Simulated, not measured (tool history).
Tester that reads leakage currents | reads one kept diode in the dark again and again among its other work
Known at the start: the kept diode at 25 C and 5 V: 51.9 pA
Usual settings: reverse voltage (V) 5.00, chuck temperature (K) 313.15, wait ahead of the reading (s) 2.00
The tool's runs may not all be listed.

run,hour,reverse voltage (V),chuck temperature (K),wait ahead of the reading (s),current that the tester gives (pA)
1,0.0,5.00,313.15,2.00,169.83
2,23.4,5.00,313.15,2.00,170.04
3,54.4,5.00,313.15,2.00,170.68
4,80.9,5.00,313.15,2.00,169.68
5,127.0,5.00,313.15,2.00,169.05
6,178.7,5.00,313.15,2.00,169.07
7,225.6,5.00,313.15,2.00,170.01
8,247.1,5.00,313.15,2.00,167.29
9,297.0,5.00,329.15,2.00,523.02
10,340.9,5.00,329.15,2.00,520.82
11,381.7,5.00,329.15,2.00,519.52
12,425.6,15.15,303.15,0.30,160.43
13,470.4,5.00,310.15,2.07,132.87
14,502.3,5.00,310.15,2.07,133.61
15,539.6,5.00,310.15,3.64,132.82
16,573.8,5.00,310.15,3.64,132.22
17,601.6,5.00,310.15,3.64,131.62
18,625.8,5.00,310.15,3.64,131.40
19,667.2,5.00,296.15,2.00,45.56
20,712.0,11.04,321.15,0.44,455.15
21,752.1,11.04,321.15,0.44,452.72
22,782.6,2.09,322.15,0.34,200.00

Hidden state or all else? Some run-to-run changes of current that the tester gives (pA), split into what the settings, what came in and random variation would give without the hidden state, and what is left for the hidden state (with any gauge scatter that isn't in both results):
The hidden state here: stray current of the dirty probe card, pA a volt; current scale over the true one, %; true chuck temperature over the reading, C; drift of the gauge itself on leakage_pa, %.
Run 11 -> 12: reverse voltage (V) 5.00 -> 15.15, chuck temperature (K) 329.15 -> 303.15, wait ahead of the reading (s) 2.00 -> 0.30. current that the tester gives (pA) -359.09: hidden state +21.01, all else -380.10.
Run 19 -> 20: reverse voltage (V) 5.00 -> 11.04, chuck temperature (K) 296.15 -> 321.15, wait ahead of the reading (s) 2.00 -> 0.44. current that the tester gives (pA) +409.59: hidden state -19.67, all else +429.26.
